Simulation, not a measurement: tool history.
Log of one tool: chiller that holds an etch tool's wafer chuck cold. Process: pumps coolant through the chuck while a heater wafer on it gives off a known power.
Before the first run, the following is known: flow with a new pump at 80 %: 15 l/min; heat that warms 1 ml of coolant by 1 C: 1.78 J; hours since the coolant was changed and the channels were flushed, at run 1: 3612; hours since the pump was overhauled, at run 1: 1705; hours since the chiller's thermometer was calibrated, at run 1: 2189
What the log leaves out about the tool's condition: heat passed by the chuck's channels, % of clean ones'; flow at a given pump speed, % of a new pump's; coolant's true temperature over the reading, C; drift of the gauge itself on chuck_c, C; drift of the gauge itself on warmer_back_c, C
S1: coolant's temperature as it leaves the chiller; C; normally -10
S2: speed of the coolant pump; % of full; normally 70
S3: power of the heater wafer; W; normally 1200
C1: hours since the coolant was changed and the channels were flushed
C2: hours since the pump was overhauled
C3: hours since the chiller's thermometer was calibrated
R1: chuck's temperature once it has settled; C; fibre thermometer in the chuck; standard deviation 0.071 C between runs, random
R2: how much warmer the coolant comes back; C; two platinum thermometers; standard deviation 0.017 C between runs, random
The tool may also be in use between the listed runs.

| run | day | S1 | S2 | S3 | C1 | C2 | C3 | R1 | R2 |
|---|---|---|---|---|---|---|---|---|---|
| 1 | 0 | -10 | 70 | 1200 | 3612 | 1705 | 2189 | 1.19 | 3.18 |
| 2 | 2.921 | -10 | 64 | 1200 | 3682 | 1775 | 2259 | 1.77 | 3.48 |
| 3 | 6.029 | -10 | 64 | 1200 | 3756 | 1849 | 2333 | 1.77 | 3.48 |
| 4 | 7.542 | -10 | 64 | 1200 | 3793 | 1886 | 2370 | 1.85 | 3.5 |
| 5 | 10.121 | -10 | 70 | 1200 | 3855 | 1947 | 2432 | 1.31 | 3.15 |
| 6 | 13.733 | -10 | 70 | 927 | 3941 | 2034 | 2518 | -1.47 | 2.48 |
| 7 | 16.492 | -10 | 70 | 927 | 4007 | 2100 | 2584 | -1.3 | 2.46 |
| 8 | 18.646 | -10 | 70 | 927 | 4059 | 2152 | 2636 | -1.44 | 2.43 |
| 9 | 20.592 | -10 | 70 | 927 | 4106 | 2199 | 2683 | -1.41 | 2.49 |
| 10 | 24.192 | -10 | 65 | 1130 | 4192 | 2285 | 2769 | 1.08 | 3.25 |
| 11 | 25.921 | -10 | 65 | 1130 | 4234 | 2327 | 2811 | 1.09 | 3.25 |
| 12 | 29.358 | -10 | 65 | 1130 | 4316 | 2409 | 2893 | 0.99 | 3.26 |
| 13 | 31.417 | -13 | 73 | 1200 | 4366 | 2458 | 2943 | -1.96 | 3.06 |
| 14 | 33.55 | -3 | 87 | 942 | 4417 | 2510 | 2994 | 4.64 | 1.98 |
| 15 | 35.338 | -3 | 87 | 942 | 4460 | 2553 | 3037 | 4.57 | 1.96 |
| 16 | 38.183 | -8 | 91 | 946 | 4528 | 2621 | 3105 | -0.44 | 1.92 |

Run 17 comes next. What will it give?
| 17 | 40.25 | -3 | 77 | 1288 | 4578 | 2670 | 3155 | ? | ? |

R1: 8.63 C
R2: 3.11 C
If the tool had no hidden condition, the same run with the same run-to-run variation would have returned R1 7.93 C, R2 3.03 C.
